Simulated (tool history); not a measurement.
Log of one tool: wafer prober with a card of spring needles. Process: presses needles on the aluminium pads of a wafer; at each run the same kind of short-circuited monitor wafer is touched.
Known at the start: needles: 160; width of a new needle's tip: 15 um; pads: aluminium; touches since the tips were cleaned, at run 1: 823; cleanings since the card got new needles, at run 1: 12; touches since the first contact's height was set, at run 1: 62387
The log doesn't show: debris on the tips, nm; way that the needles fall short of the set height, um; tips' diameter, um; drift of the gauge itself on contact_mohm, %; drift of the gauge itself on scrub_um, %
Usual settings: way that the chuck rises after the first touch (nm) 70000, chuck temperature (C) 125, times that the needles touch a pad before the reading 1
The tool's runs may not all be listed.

run	hour	way that the chuck rises after the first touch (nm)	chuck temperature (C)	times that the needles touch a pad before the reading	touches since the tips were cleaned	cleanings since the card got new needles	touches since the first contact's height was set	resistance of one needle with its contact and lead (mohm)	way that a needle slides on the pad (nm)
1	0.0	70000	125	1	823	12	62387	224	13650
# hour 21.4: tips cleaned on abrasive film
2	32.7	70000	125	1	2059	13	68328	232	13630
# hour 47.3: tips cleaned on abrasive film
3	50.9	70000	125	1	661	14	71636	224	13530
4	71.3	70000	125	1	4367	14	75342	241	13580
# hour 75.1: tips cleaned on abrasive film
5	95.0	70000	125	1	3634	15	79647	244	13620
# hour 100.3: tips cleaned on abrasive film
# hour 125.6: tips cleaned on abrasive film
6	131.3	70000	125	1	1039	17	86226	229	13460
# hour 151.1: tips cleaned on abrasive film
7	151.8	70000	125	1	125	18	89936	219	13520
# hour 176.3: tips cleaned on abrasive film
8	182.6	70000	125	1	1137	19	95534	229	13550
# hour 201.4: tips cleaned on abrasive film
9	211.9	70000	125	1	1913	20	100864	234	13600
# hour 226.8: tips cleaned on abrasive film
10	246.5	70000	125	1	3586	21	107149	240	13710
# hour 252.0: tips cleaned on abrasive film
# hour 277.2: tips cleaned on abrasive film
11	286.1	72000	125	1	1623	23	114328	230	14010
# hour 301.6: tips cleaned on abrasive film
12	319.2	70000	125	1	3201	24	120344	243	13610
# hour 328.4: tips cleaned on abrasive film
# hour 353.1: tips cleaned on abrasive film
13	355.9	70000	125	1	504	26	126999	226	13560
# hour 379.2: tips cleaned on abrasive film
14	389.3	70000	125	1	1843	27	133067	233	13490
# hour 404.2: tips cleaned on abrasive film
15	423.4	70000	125	1	3485	28	139253	242	13410
# hour 429.4: tips cleaned on abrasive film
# hour 456.8: tips cleaned on abrasive film
16	457.7	70000	125	1	167	30	145482	222	13330
# hour 481.3: tips cleaned on abrasive film
17	481.3	70000	125	1	0	31	149754	220	13200
# hour 507.2: tips cleaned on abrasive film
18	511.7	70000	125	1	822	32	155285	226	13340
# hour 533.7: tips cleaned on abrasive film
19	539.5	70000	125	1	1060	33	160338	231	13330
# hour 560.4: tips cleaned on abrasive film
20	573.2	70000	27	1	2342	34	166461	225	13510
# hour 586.5: tips cleaned on abrasive film
21	598.2	70000	47	2	2134	35	170994	209	13260
# hour 612.2: tips cleaned on abrasive film
22	630.9	70000	47	2	3408	36	176925	218	13260
# hour 633.6: height of the first contact set anew
# hour 639.1: tips cleaned on abrasive film
23	651.6	70000	47	2	2292	37	3276	215	13030
# hour 664.1: tips cleaned on abrasive film
24	681.9	70000	47	2	3246	38	8769	217	13090
# hour 689.8: tips cleaned on abrasive film
# hour 715.6: tips cleaned on abrasive film
25	720.7	68000	125	1	932	40	15804	230	12590
# hour 741.3: tips cleaned on abrasive film
26	741.3	64000	125	1	0	41	19542	223	11800
27	758.0	54000	123	1	3041	41	22583	258	9800
# hour 766.5: height of the first contact set anew, once more
# hour 766.6: tips cleaned on abrasive film
28	776.0	70000	27	3	1714	42	1714	200	13790
# hour 792.9: tips cleaned on abrasive film
29	797.5	79000	66	2	835	43	5614	207	15310
# hour 819.1: tips cleaned on abrasive film
30	830.4	70000	125	2	2057	44	11585	229	13800
# hour 845.0: tips cleaned on abrasive film
31	847.9	58000	36	3	522	45	14761	203	11350

Measured less the same run without the tool's hidden state. The same run-to-run variation is in both; the gauge's scatter may not be:
run	resistance of one needle with its contact and lead (mohm)	way that a needle slides on the pad (nm)
1	+8	-160
2	+17	-180
3	+7	-190
4	+28	-190
5	+25	-210
6	+11	-240
7	+5	-240
8	+12	-260
9	+17	-270
10	+25	-290
11	+14	-310
12	+25	-330
13	+7	-360
14	+18	-370
15	+26	-380
16	+4	-410
17	+3	-420
18	+11	-440
19	+13	-450
20	+25	-460
21	+12	-480
22	+19	-490
23	+16	-800
24	+19	-810
25	+13	-840
26	+4	-860
27	+40	-850
28	+7	-10
29	+6	-30
30	+11	-40
31	+4	-60
